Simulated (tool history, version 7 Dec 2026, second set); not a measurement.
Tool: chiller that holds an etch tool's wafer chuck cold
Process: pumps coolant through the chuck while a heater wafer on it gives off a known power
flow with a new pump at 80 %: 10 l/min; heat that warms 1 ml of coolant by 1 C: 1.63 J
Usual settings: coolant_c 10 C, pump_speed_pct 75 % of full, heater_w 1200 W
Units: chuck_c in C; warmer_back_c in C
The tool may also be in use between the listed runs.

run   hour  coolant_c  pump_speed_pct  heater_w  chuck_c  warmer_back_c
  1    0.0         10              75      1200     24.1           4.84
  2   42.5         10              75      1200     24.1           4.88
  3   70.8         10              75      1200     24.1           4.84
  4  109.5         10              75      1200     24.0           4.86
  5  158.9         10              75      1200     24.1           4.89
  6  184.7          6              75      1200     20.2           4.83
  7  244.8          6              75      1200     20.2           4.88
  8  276.7         10              75      1200     24.1           4.89
  9  335.7         10              83      1200     23.1           4.39
     368.1  -- coolant changed, channels flushed
 10  384.4         10              83      1200     21.8           4.44
 11  431.0         10              83      1200     21.5           4.51
 12  475.3         10              83      1200     21.6           4.47
 13  528.1         17              99      1061     26.2           3.32
 14  571.1         17              99      1061     26.0           3.32
 15  611.4          1              81      1200     13.1           4.53
 16  651.1         13              98      1200     23.3           3.78
 17  713.8         17              72      1173     29.8           4.93
 18  750.9         17              97      1117     26.6           3.55
 19  800.8          8              67       633     15.2           2.93

Hidden state or all else? Some run-to-run changes of chuck_c, split into what the settings, what came in and random variation would give without the hidden state, and what is left for the hidden state (with any gauge scatter that isn't in both results):
The hidden state here: heat passed by the chuck's channels, % of clean ones'; flow at a given pump speed, % of a new pump's; coolant's true temperature over the reading, C; drift of the gauge itself on chuck_c, C; drift of the gauge itself on warmer_back_c, C.
Run 9 -> 10: coolant changed, channels flushed. chuck_c -1.3 C: hidden state -1.4, all else +0.1.
Run 14 -> 15: coolant_c 17 -> 1, pump_speed_pct 99 -> 81, heater_w 1061 -> 1200. chuck_c -12.9 C: hidden state +0.1, all else -13.0.

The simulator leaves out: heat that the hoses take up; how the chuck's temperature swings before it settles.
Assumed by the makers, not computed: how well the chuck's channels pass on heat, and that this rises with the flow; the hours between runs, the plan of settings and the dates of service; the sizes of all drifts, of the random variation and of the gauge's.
